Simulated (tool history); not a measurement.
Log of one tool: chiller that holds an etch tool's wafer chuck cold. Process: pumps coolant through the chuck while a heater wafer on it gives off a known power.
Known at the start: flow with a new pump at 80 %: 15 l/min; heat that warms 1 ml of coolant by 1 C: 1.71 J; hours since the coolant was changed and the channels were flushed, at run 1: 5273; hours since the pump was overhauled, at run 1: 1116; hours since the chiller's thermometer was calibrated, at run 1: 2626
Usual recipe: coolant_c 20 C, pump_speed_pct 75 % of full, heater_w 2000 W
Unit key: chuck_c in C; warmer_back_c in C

run	hour	coolant_c	pump_speed_pct	heater_w	hours since the coolant was changed and the channels were flushed	hours since the pump was overhauled	hours since the chiller's thermometer was calibrated	chuck_c	warmer_back_c
1	0.0	20	75	2000	5273	1116	2626	41.0	5.00
2	49.6	20	75	1709	5323	1165	2676	38.0	4.17
3	105.5	20	75	1324	5379	1221	2732	34.0	3.27
4	164.0	20	75	1053	5437	1280	2790	31.2	2.57
5	215.5	20	75	2000	5489	1331	2842	41.0	4.91
6	279.7	20	75	2147	5553	1395	2906	42.7	5.29
# hour 316.8: chiller's thermometer calibrated
7	360.0	20	75	2000	5632	1475	43	40.8	4.86
8	433.8	20	72	2000	5706	1548	117	41.6	5.11
9	470.5	20	75	2000	5743	1585	154	41.0	4.92
10	543.6	20	75	2000	5816	1658	227	40.9	4.91
11	608.8	20	75	2000	5881	1723	292	41.0	4.81
12	689.6	20	75	2000	5962	1804	373	40.9	4.85
13	726.1	20	75	1887	5998	1841	409	39.9	4.58
14	808.0	20	75	1887	6080	1923	491	39.7	4.60
15	861.8	20	85	2000	6134	1976	545	39.5	4.28
# hour 901.1: coolant changed, channels flushed
16	926.4	28	75	2000	25	2035	604	49.1	4.80
17	975.4	28	75	2000	74	2084	653	49.1	4.80
18	1026.4	28	93	2000	125	2135	704	46.2	3.89
19	1079.8	11	75	2493	179	2188	757	37.2	6.04
20	1141.6	28	84	1887	240	2250	819	46.3	3.97
21	1218.7	18	75	2000	318	2327	896	38.9	4.79
22	1284.2	27	75	1904	383	2393	961	46.9	4.55
23	1351.5	15	75	2800	450	2460	1029	44.4	6.78
24	1391.1	15	75	2800	490	2500	1068	44.4	6.76
25	1445.8	20	72	1672	545	2554	1123	38.1	4.09
26	1497.5	16	86	1248	596	2606	1175	27.9	2.45
27	1543.8	20	68	2000	643	2652	1221	42.4	5.25
28	1581.3	20	68	2000	680	2690	1258	42.3	5.26
29	1658.3	28	96	2680	757	2767	1335	51.9	4.96
30	1735.2	15	75	2000	834	2844	1412	36.2	4.66
31	1806.2	15	77	2295	905	2915	1483	38.7	5.30

Entry by entry between the runs, the difference in hidden state between the last listed run before and the first listed run after:
Runs 6 to 7: chiller's thermometer calibrated (hour 316.8)
  drift of the gauge itself on warmer_back_c, C: -0.04 -> -0.06
  measured minus no-state result, warmer_back_c: -0.04 -> -0.06 C
Runs 15 to 16: coolant changed, channels flushed (hour 901.1)
  heat passed by the chuck's channels, % of clean ones': 99.9 -> 100; drift of the gauge itself on warmer_back_c, C: -0.14 -> -0.15
  measured minus no-state result, warmer_back_c: -0.13 -> -0.15 C
